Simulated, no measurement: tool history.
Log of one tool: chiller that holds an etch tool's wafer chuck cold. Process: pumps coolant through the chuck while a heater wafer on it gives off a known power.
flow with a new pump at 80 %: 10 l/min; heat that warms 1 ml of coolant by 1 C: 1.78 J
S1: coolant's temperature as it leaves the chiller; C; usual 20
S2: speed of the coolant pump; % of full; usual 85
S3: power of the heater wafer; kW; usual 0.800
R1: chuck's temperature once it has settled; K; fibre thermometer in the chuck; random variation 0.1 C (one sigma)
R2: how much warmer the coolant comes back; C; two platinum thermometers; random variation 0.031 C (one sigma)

run 1 hour=0.0 | S1=20 S2=85 S3=0.800 | R1=299.95 R2=2.81
run 2 hour=63.9 | S1=20 S2=85 S3=0.500 | R1=297.45 R2=1.75
run 3 hour=109.1 | S1=20 S2=85 S3=0.440 | R1=296.95 R2=1.58
run 4 hour=170.7 | S1=16 S2=85 S3=0.800 | R1=296.15 R2=2.80
run 5 hour=227.9 | S1=20 S2=85 S3=0.800 | R1=299.85 R2=2.81
run 6 hour=275.7 | S1=20 S2=85 S3=0.594 | R1=298.35 R2=2.05
run 7 hour=344.4 | S1=20 S2=85 S3=0.594 | R1=298.35 R2=2.13
run 8 hour=389.3 | S1=20 S2=87 S3=0.800 | R1=300.05 R2=2.79
run 9 hour=440.5 | S1=26 S2=85 S3=0.800 | R1=306.15 R2=2.88
run 10 hour=494.8 | S1=20 S2=85 S3=0.570 | R1=298.05 R2=2.02
run 11 hour=545.9 | S1=20 S2=85 S3=0.570 | R1=298.15 R2=2.06
run 12 hour=592.9 | S1=23 S2=85 S3=0.800 | R1=302.95 R2=2.88
run 13 hour=646.4 | S1=23 S2=85 S3=0.800 | R1=303.35 R2=2.91
run 14 hour=696.0 | S1=23 S2=85 S3=0.800 | R1=303.15 R2=2.87
run 15 hour=737.4 | S1=20 S2=85 S3=0.800 | R1=299.95 R2=2.85
-- hour=748.5 coolant pump overhauled
run 16 hour=809.9 | S1=14 S2=85 S3=0.652 | R1=293.45 R2=2.59
run 17 hour=850.6 | S1=14 S2=85 S3=0.652 | R1=293.25 R2=2.59
run 18 hour=922.0 | S1=11 S2=85 S3=1.146 | R1=294.55 R2=4.56
run 19 hour=960.9 | S1=20 S2=82 S3=0.800 | R1=300.95 R2=3.28
run 20 hour=1011.2 | S1=20 S2=82 S3=0.800 | R1=300.75 R2=3.21
run 21 hour=1080.3 | S1=10 S2=95 S3=0.836 | R1=290.55 R2=2.99
run 22 hour=1121.0 | S1=10 S2=95 S3=0.836 | R1=290.65 R2=2.98
-- hour=1166.9 coolant pump overhauled, once more
run 23 hour=1194.3 | S1=14 S2=99 S3=0.484 | R1=290.95 R2=1.34
run 24 hour=1254.3 | S1=14 S2=99 S3=0.484 | R1=290.95 R2=1.32
run 25 hour=1297.2 | S1=26 S2=68 S3=0.800 | R1=306.65 R2=3.16
run 26 hour=1337.4 | S1=26 S2=68 S3=0.800 | R1=306.65 R2=3.20
run 27 hour=1399.3 | S1=20 S2=81 S3=0.759 | R1=299.65 R2=2.56
run 28 hour=1450.0 | S1=27 S2=72 S3=0.802 | R1=307.45 R2=3.06
run 29 hour=1511.8 | S1=27 S2=72 S3=0.802 | R1=307.65 R2=3.04
run 30 hour=1543.9 | S1=11 S2=71 S3=0.651 | R1=290.35 R2=2.47

Forecast each of these 5 alternatives for the next run:
run A hour=1587.6 | S1=11 S2=71 S3=0.545 | R1=? R2=?
run B hour=1587.6 | S1=12 S2=85 S3=0.800 | R1=? R2=?
run C hour=1587.6 | S1=25 S2=85 S3=0.800 | R1=? R2=?
run D hour=1587.6 | S1=19 S2=85 S3=0.504 | R1=? R2=?
run E hour=1587.6 | S1=20 S2=88 S3=0.434 | R1=? R2=?

run=A R1=289.25 R2=2.03
run=B R1=291.65 R2=2.58
run=C R1=304.75 R2=2.63
run=D R1=296.45 R2=1.59
run=E R1=296.55 R2=1.38
Without the tool's hidden state the same runs would have given:
run=A R1=288.55 R2=2.00
run=B R1=290.95 R2=2.54
run=C R1=303.95 R2=2.59
run=D R1=295.75 R2=1.57
run=E R1=296.05 R2=1.37

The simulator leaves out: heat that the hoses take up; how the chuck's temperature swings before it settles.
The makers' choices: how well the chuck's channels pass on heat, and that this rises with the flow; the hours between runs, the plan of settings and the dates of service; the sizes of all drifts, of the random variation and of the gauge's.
